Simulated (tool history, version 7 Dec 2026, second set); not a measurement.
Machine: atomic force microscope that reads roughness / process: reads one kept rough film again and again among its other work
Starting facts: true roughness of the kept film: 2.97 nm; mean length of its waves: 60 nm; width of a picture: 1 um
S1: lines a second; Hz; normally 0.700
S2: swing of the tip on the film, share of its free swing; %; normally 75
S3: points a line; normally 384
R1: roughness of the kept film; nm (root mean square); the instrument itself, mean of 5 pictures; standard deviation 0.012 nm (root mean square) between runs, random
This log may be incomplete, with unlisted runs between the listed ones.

Run 1, hour 0.0: usual settings. Result: R1 2.765 nm (root mean square).
Run 2, hour 24.8: usual settings. Result: R1 2.688 nm (root mean square).
At hour 39.5: new tip fitted.
Run 3, hour 58.6: usual settings but S1 2.117 Hz. Result: R1 2.624 nm (root mean square).
Run 4, hour 98.5: usual settings but S1 2.117 Hz. Result: R1 2.589 nm (root mean square).
Run 5, hour 119.8: usual settings but S2 65 %. Result: R1 2.719 nm (root mean square).
At hour 132.5: new tip fitted.
Run 6, hour 156.9: usual settings but S2 65 %. Result: R1 2.792 nm (root mean square).
Run 7, hour 179.5: usual settings but S2 65 %. Result: R1 2.778 nm (root mean square).
Run 8, hour 206.7: usual settings but S2 65 %. Result: R1 2.739 nm (root mean square).
At hour 225.8: new tip fitted.
Run 9, hour 232.5: usual settings but S2 65 %. Result: R1 2.826 nm (root mean square).
Run 10, hour 274.7: usual settings but S2 64 %. Result: R1 2.789 nm (root mean square).
Run 11, hour 307.6: usual settings but S2 64 %. Result: R1 2.734 nm (root mean square).
At hour 320.5: new tip fitted.
Run 12, hour 353.0: usual settings. Result: R1 2.775 nm (root mean square).
Run 13, hour 377.6: usual settings. Result: R1 2.736 nm (root mean square).
Run 14, hour 396.8: usual settings. Result: R1 2.695 nm (root mean square).
At hour 414.0: new tip fitted.
Run 15, hour 417.8: usual settings. Result: R1 2.804 nm (root mean square).
Run 16, hour 456.9: usual settings. Result: R1 2.742 nm (root mean square).
Run 17, hour 485.7: usual settings. Result: R1 2.728 nm (root mean square).
At hour 505.6: new tip fitted.
Run 18, hour 527.1: usual settings. Result: R1 2.768 nm (root mean square).
Run 19, hour 561.0: usual settings. Result: R1 2.718 nm (root mean square).
Run 20, hour 594.5: usual settings but S1 0.803 Hz. Result: R1 2.682 nm (root mean square).
At hour 598.8: new tip fitted.
Run 21, hour 618.9: usual settings but S3 383. Result: R1 2.763 nm (root mean square).
Run 22, hour 660.9: usual settings but S3 383. Result: R1 2.712 nm (root mean square).
Run 23, hour 686.9: usual settings but S1 1.132 Hz, S2 70 %. Result: R1 2.654 nm (root mean square).
At hour 693.1: new tip fitted.
Run 24, hour 723.8: usual settings but S1 1.132 Hz, S2 70 %. Result: R1 2.722 nm (root mean square).
Run 25, hour 748.6: usual settings but S3 286. Result: R1 2.709 nm (root mean square).
Run 26, hour 781.9: usual settings but S2 76 %, S3 286. Result: R1 2.672 nm (root mean square).
At hour 785.7: new tip fitted.
At hour 786.7: height scale calibrated on a step standard.
Run 27, hour 809.4: usual settings but S1 2.210 Hz, S3 667. Result: R1 2.614 nm (root mean square).
Run 28, hour 830.8: usual settings but S1 2.210 Hz, S3 667. Result: R1 2.578 nm (root mean square).
Run 29, hour 863.3: usual settings but S1 2.334 Hz, S2 71 %, S3 738. Result: R1 2.602 nm (root mean square).
At hour 882.3: height scale calibrated on a step standard, once more.
At hour 882.8: new tip fitted.
Run 30, hour 901.7: usual settings but S1 3.377 Hz, S2 71 %, S3 738. Result: R1 2.621 nm (root mean square).
Run 31, hour 932.1: usual settings but S1 3.377 Hz, S2 71 %, S3 738. Result: R1 2.564 nm (root mean square).
At hour 977.0: new tip fitted.
Run 32, hour 977.7: usual settings but S1 2.650 Hz, S2 82 %. Result: R1 2.544 nm (root mean square).
Run 33, hour 1005.2: usual settings but S1 0.704 Hz, S3 385. Result: R1 2.781 nm (root mean square).
Run 34, hour 1042.1: usual settings but S3 490. Result: R1 2.745 nm (root mean square).
At hour 1070.7: new tip fitted.
Run 35, hour 1073.1: usual settings but S2 77 %, S3 837. Result: R1 2.811 nm (root mean square).
Run 36, hour 1100.1: usual settings but S2 77 %, S3 837. Result: R1 2.789 nm (root mean square).
Run 37, hour 1144.7: usual settings but S2 77 %, S3 837. Result: R1 2.732 nm (root mean square).
At hour 1165.4: new tip fitted.
Run 38, hour 1166.5: usual settings but S2 66 %, S3 837. Result: R1 2.851 nm (root mean square).
Run 39, hour 1192.6: usual settings but S1 1.608 Hz, S2 66 %, S3 837. Result: R1 2.773 nm (root mean square).
Run 40, hour 1234.3: usual settings but S1 0.828 Hz, S2 81 %, S3 500. Result: R1 2.696 nm (root mean square).
At hour 1259.1: new tip fitted.
Run 41, hour 1268.8: usual settings but S1 1.776 Hz, S3 931. Result: R1 2.724 nm (root mean square).
Run 42, hour 1300.0: usual settings but S1 1.776 Hz, S3 931. Result: R1 2.674 nm (root mean square).
Run 43, hour 1343.5: usual settings but S1 1.610 Hz, S2 60 %. Result: R1 2.713 nm (root mean square).
At hour 1350.9: new tip fitted.
Run 44, hour 1387.1: usual settings but S3 518. Result: R1 2.763 nm (root mean square).

For some of the steps in R1 from one run to the next: how much would appear even if the tool had no hidden state, given the settings, what came in and random variation, and how much remains for the hidden state plus any gauge scatter that the measured result and the result without hidden state don't share?
Hidden state present: radius of the tip, nm; height scale over the true one, %; drift of the gauge itself on roughness_nm, %.
Run 4 -> 5: S1 2.117 -> 0.700, S2 75 -> 65. R1 +0.130 nm (root mean square): hidden state -0.032, all else +0.162.
Run 8 -> 9: new tip fitted. R1 +0.087 nm (root mean square): hidden state +0.081, all else +0.006.
Run 14 -> 15: new tip fitted. R1 +0.109 nm (root mean square): hidden state +0.086, all else +0.023.
Run 29 -> 30: S1 2.334 -> 3.377, height scale calibrated on a step standard, once more, new tip fitted. R1 +0.019 nm (root mean square): hidden state +0.108, all else -0.089.
Run 32 -> 33: S1 2.650 -> 0.704, S2 82 -> 75, S3 384 -> 385. R1 +0.237 nm (root mean square): hidden state -0.035, all else +0.272.
Run 37 -> 38: S2 77 -> 66, new tip fitted. R1 +0.119 nm (root mean square): hidden state +0.077, all else +0.042.
